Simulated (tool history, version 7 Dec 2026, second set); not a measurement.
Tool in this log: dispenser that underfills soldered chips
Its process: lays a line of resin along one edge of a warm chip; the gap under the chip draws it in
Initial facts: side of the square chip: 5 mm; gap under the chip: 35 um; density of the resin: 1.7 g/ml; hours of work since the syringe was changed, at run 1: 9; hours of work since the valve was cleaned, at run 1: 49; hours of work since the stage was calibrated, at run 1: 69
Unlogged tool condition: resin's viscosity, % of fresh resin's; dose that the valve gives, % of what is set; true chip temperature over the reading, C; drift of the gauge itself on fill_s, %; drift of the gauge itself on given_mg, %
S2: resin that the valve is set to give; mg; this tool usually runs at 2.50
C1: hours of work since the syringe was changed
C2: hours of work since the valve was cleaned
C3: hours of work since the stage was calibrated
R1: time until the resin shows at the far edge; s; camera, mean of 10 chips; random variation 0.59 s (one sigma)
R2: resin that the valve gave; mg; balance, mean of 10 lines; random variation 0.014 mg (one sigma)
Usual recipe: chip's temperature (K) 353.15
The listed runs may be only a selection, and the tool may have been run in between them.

{"run": 1, "hour": 0.0, "chip's temperature (K)": 353.15, "S2": 2.5, "C1": 9, "C2": 49, "C3": 69, "R1": 76.0, "R2": 2.38}
{"hour": 1.8, "done": "new syringe of resin"}
{"run": 2, "hour": 8.9, "chip's temperature (K)": 353.15, "S2": 2.5, "C1": 4, "C2": 54, "C3": 74, "R1": 59.2, "R2": 2.39}
{"hour": 14.1, "done": "dispensing valve cleaned and set on the balance"}
{"run": 3, "hour": 15.5, "chip's temperature (K)": 353.15, "S2": 2.5, "C1": 8, "C2": 1, "C3": 77, "R1": 67.9, "R2": 2.51}
{"hour": 19.6, "done": "new syringe of resin"}
{"run": 4, "hour": 20.9, "chip's temperature (K)": 353.15, "S2": 2.5, "C1": 1, "C2": 4, "C3": 80, "R1": 52.8, "R2": 2.5}
{"run": 5, "hour": 24.9, "chip's temperature (K)": 353.15, "S2": 2.5, "C1": 3, "C2": 6, "C3": 83, "R1": 60.3, "R2": 2.46}
{"run": 6, "hour": 33.7, "chip's temperature (K)": 353.15, "S2": 2.15, "C1": 8, "C2": 12, "C3": 88, "R1": 75.1, "R2": 2.13}
{"hour": 36.6, "done": "new syringe of resin"}
{"run": 7, "hour": 39.5, "chip's temperature (K)": 353.15, "S2": 2.3, "C1": 2, "C2": 15, "C3": 91, "R1": 57.6, "R2": 2.27}
{"run": 8, "hour": 47.1, "chip's temperature (K)": 353.15, "S2": 2.3, "C1": 6, "C2": 20, "C3": 96, "R1": 68.8, "R2": 2.24}
{"run": 9, "hour": 52.0, "chip's temperature (K)": 353.15, "S2": 2.71, "C1": 9, "C2": 22, "C3": 99, "R1": 76.2, "R2": 2.65}
{"hour": 53.9, "done": "new syringe of resin"}
{"run": 10, "hour": 58.0, "chip's temperature (K)": 353.15, "S2": 2.5, "C1": 2, "C2": 26, "C3": 102, "R1": 58.4, "R2": 2.44}
{"run": 11, "hour": 63.8, "chip's temperature (K)": 353.15, "S2": 2.5, "C1": 6, "C2": 29, "C3": 106, "R1": 67.1, "R2": 2.42}
{"run": 12, "hour": 68.9, "chip's temperature (K)": 353.15, "S2": 2.5, "C1": 9, "C2": 32, "C3": 109, "R1": 76.6, "R2": 2.41}
{"hour": 71.3, "done": "new syringe of resin"}
{"run": 13, "hour": 76.3, "chip's temperature (K)": 353.15, "S2": 2.5, "C1": 3, "C2": 37, "C3": 113, "R1": 57.7, "R2": 2.41}
{"run": 14, "hour": 85.0, "chip's temperature (K)": 353.15, "S2": 2.5, "C1": 8, "C2": 42, "C3": 118, "R1": 71.9, "R2": 2.4}
{"hour": 88.5, "done": "new syringe of resin"}
{"run": 15, "hour": 90.7, "chip's temperature (K)": 353.15, "S2": 2.5, "C1": 1, "C2": 45, "C3": 121, "R1": 56.2, "R2": 2.41}
{"run": 16, "hour": 99.1, "chip's temperature (K)": 353.15, "S2": 2.5, "C1": 6, "C2": 50, "C3": 127, "R1": 66.3, "R2": 2.38}
{"hour": 105.7, "done": "new syringe of resin"}
{"run": 17, "hour": 106.3, "chip's temperature (K)": 353.15, "S2": 2.5, "C1": 0, "C2": 54, "C3": 131, "R1": 54.1, "R2": 2.35}
{"hour": 109.9, "done": "dispensing valve cleaned and set on the balance"}
{"run": 18, "hour": 111.3, "chip's temperature (K)": 353.15, "S2": 2.61, "C1": 3, "C2": 1, "C3": 133, "R1": 57.7, "R2": 2.6}
{"run": 19, "hour": 119.6, "chip's temperature (K)": 353.15, "S2": 2.61, "C1": 8, "C2": 6, "C3": 138, "R1": 70.2, "R2": 2.58}
{"hour": 123.5, "done": "new syringe of resin"}
{"run": 20, "hour": 125.3, "chip's temperature (K)": 362.15, "S2": 2.5, "C1": 1, "C2": 9, "C3": 141, "R1": 38.9, "R2": 2.48}
{"run": 21, "hour": 133.0, "chip's temperature (K)": 353.15, "S2": 2.5, "C1": 6, "C2": 14, "C3": 146, "R1": 64.7, "R2": 2.48}
{"run": 22, "hour": 138.8, "chip's temperature (K)": 353.15, "S2": 2.71, "C1": 9, "C2": 17, "C3": 150, "R1": 74.6, "R2": 2.67}
{"hour": 140.8, "done": "new syringe of resin"}
{"run": 23, "hour": 144.1, "chip's temperature (K)": 351.15, "S2": 2.82, "C1": 2, "C2": 20, "C3": 153, "R1": 62.7, "R2": 2.73}
{"run": 24, "hour": 151.9, "chip's temperature (K)": 351.15, "S2": 2.82, "C1": 7, "C2": 25, "C3": 157, "R1": 74.2, "R2": 2.73}
{"hour": 157.8, "done": "new syringe of resin"}
{"run": 25, "hour": 161.4, "chip's temperature (K)": 360.15, "S2": 3.07, "C1": 2, "C2": 30, "C3": 163, "R1": 43.1, "R2": 2.98}
{"run": 26, "hour": 170.7, "chip's temperature (K)": 358.15, "S2": 2.46, "C1": 8, "C2": 36, "C3": 168, "R1": 60.2, "R2": 2.41}
{"hour": 174.8, "done": "new syringe of resin"}
{"run": 27, "hour": 176.8, "chip's temperature (K)": 368.15, "S2": 2.32, "C1": 1, "C2": 40, "C3": 172, "R1": 32.4, "R2": 2.24}
{"run": 28, "hour": 185.3, "chip's temperature (K)": 350.15, "S2": 3.14, "C1": 6, "C2": 45, "C3": 177, "R1": 76.4, "R2": 3.0}
{"hour": 191.5, "done": "new syringe of resin"}
{"run": 29, "hour": 191.7, "chip's temperature (K)": 350.15, "S2": 3.14, "C1": 0, "C2": 48, "C3": 181, "R1": 58.1, "R2": 2.98}
{"run": 30, "hour": 195.6, "chip's temperature (K)": 350.15, "S2": 2.33, "C1": 2, "C2": 51, "C3": 183, "R1": 65.9, "R2": 2.24}
{"run": 31, "hour": 203.6, "chip's temperature (K)": 355.15, "S2": 2.17, "C1": 7, "C2": 56, "C3": 188, "R1": 67.4, "R2": 2.06}

For run 32, what comes out?
{"hour": 205.8, "done": "dispensing valve cleaned and set on the balance"}
{"hour": 209.7, "done": "new syringe of resin"}
{"run": 32, "hour": 213.3, "chip's temperature (K)": 355.15, "S2": 2.17, "C1": 2, "C2": 4, "C3": 193, "R1": "?", "R2": "?"}

Logged for run 32: R1 55.5 s, R2 2.16 mg.
If the tool had no hidden condition, the same run with the same run-to-run variation would have returned R1 47.4 s, R2 2.17 mg.
